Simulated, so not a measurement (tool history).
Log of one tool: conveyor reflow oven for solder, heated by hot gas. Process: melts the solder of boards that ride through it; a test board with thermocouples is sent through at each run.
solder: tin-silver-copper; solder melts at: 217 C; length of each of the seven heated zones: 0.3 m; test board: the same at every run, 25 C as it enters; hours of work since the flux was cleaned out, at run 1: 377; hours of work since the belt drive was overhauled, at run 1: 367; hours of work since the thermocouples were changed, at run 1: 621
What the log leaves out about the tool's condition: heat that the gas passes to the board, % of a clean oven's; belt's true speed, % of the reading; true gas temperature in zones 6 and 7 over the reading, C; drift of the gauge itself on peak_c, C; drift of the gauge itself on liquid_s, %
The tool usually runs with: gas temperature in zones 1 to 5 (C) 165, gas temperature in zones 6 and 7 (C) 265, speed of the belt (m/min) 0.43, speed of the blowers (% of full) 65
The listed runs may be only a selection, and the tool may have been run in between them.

run	day	gas temperature in zones 1 to 5 (C)	gas temperature in zones 6 and 7 (C)	speed of the belt (m/min)	speed of the blowers (% of full)	hours of work since the flux was cleaned out	hours of work since the belt drive was overhauled	hours of work since the thermocouples were changed	highest temperature of the board (C)	time above the solder's melting point (s)
1	0	165	265	0.43	65	377	367	621	244.5	49.8
2	0.508	165	265	0.43	65	383	374	628	243.4	51.3
# day 1.138: flux residue cleaned out of gas plates and filters
3	1.342	165	255	0.43	65	3	382	636	237.7	43.8
4	2.054	165	255	0.43	65	12	391	645	237.5	44.9
5	2.783	165	255	0.43	65	21	400	654	237	43.9
6	3.312	165	255	0.43	65	28	407	661	237.4	45.4
7	3.958	176	255	0.43	65	36	415	669	239.2	51.8
8	4.633	165	265	0.43	65	45	424	678	246.3	54.7
9	5.133	165	275	0.43	65	51	430	684	254.5	61.3
10	5.783	165	275	0.43	65	59	439	693	254.2	60.8
11	6.225	165	275	0.43	65	65	444	698	254.5	61.1
12	6.621	165	275	0.43	65	70	449	703	254.1	60.4
13	7.188	165	265	0.43	65	77	457	711	244.5	54.2
14	7.817	165	265	0.43	65	85	465	719	246	54
15	8.321	165	265	0.43	65	92	471	725	245.4	53.4
16	9.033	165	279	0.511	65	101	480	734	249.5	47.6

Expected results for the next run?
17	9.708	165	265	0.505	78	110	489	743	?	?

{"run 17": {"highest temperature of the board (C)": 242.4, "time above the solder's melting point (s)": 41.4}}
On a tool with no hidden condition, and with the same random variation, this run would have come out at highest temperature of the board (C) 244.9, time above the solder's melting point (s) 43.5.

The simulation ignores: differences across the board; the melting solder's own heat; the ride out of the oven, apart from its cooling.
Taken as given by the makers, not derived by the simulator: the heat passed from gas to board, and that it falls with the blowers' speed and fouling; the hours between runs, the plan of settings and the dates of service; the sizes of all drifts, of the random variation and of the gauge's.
